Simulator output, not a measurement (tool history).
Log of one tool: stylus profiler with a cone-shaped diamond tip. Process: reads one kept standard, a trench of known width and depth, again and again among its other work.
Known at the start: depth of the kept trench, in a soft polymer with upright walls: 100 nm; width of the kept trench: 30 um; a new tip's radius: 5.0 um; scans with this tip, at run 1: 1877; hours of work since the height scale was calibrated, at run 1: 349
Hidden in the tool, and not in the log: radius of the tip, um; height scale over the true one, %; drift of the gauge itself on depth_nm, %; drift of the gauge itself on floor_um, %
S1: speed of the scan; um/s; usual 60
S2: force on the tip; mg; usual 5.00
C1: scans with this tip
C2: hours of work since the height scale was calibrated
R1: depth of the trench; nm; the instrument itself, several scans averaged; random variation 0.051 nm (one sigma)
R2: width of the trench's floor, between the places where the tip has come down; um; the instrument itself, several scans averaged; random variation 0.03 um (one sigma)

run	day	S1	S2	C1	C2	R1	R2
1	0.000	60	5.00	1877	349	102.16	27.90
2	0.742	60	5.00	1933	359	102.12	27.90
3	1.196	41	5.00	1967	366	102.07	27.93
4	1.508	41	8.57	1991	370	103.16	27.92
5	1.962	41	8.57	2025	376	103.19	27.88
6	2.446	41	8.57	2061	383	103.16	27.97
7	3.117	41	8.57	2112	392	103.17	27.96
8	3.617	41	8.57	2150	399	103.18	27.90
9	4.279	41	8.57	2199	409	103.11	27.97
10	4.846	41	8.57	2242	417	103.11	27.92
11	5.567	60	5.00	2296	427	102.16	27.93
12	6.058	60	5.00	2333	434	102.22	27.85
13	6.621	60	5.00	2376	442	102.16	27.89
14	7.142	60	5.00	2415	449	102.17	27.92
15	7.796	60	5.00	2464	458	102.12	27.86
16	8.288	60	2.00	2501	465	101.03	27.83
17	8.612	60	5.90	2526	469	102.39	27.92
18	9.038	60	5.00	2558	475	102.12	27.88
19	9.662	60	5.00	2605	484	102.14	27.88
20	10.308	60	5.00	2654	493	102.09	27.93
21	10.954	60	5.00	2702	502	102.15	27.94
22	11.696	60	5.00	2758	513	102.13	27.86
23	12.038	60	5.00	2784	517	102.05	27.96
24	12.775	60	5.00	2839	528	102.14	27.87
25	13.500	60	5.00	2894	538	102.19	27.90
26	13.858	60	5.00	2921	543	102.05	27.87
27	14.350	60	5.00	2958	550	102.10	27.86
28	14.696	31	3.06	2984	555	101.31	27.95
29	15.071	23	5.94	3012	560	102.38	28.02
30	15.742	15	4.03	3063	569	101.75	27.95
31	16.175	70	4.94	3096	575	101.98	27.86
32	16.704	36	2.54	3135	583	101.23	27.89
33	17.388	19	2.18	3187	592	101.06	27.91
34	17.733	60	6.40	3213	597	102.43	27.86
35	18.208	18	1.83	3249	604	100.87	27.92
36	18.579	18	1.89	3277	609	100.89	27.91
37	19.142	50	8.81	3319	617	103.04	27.95
38	19.654	50	8.81	3358	624	103.00	27.88
39	20.233	57	8.81	3401	632	103.11	27.90

The next listed run, before its measurement:
40	20.583	57	8.81	3428	637	?	?

{"run 40": {"R1": 103.11, "R2": 27.88}}
Without the tool's hidden state the same run would have given R1 103.41 nm, R2 27.93 um.
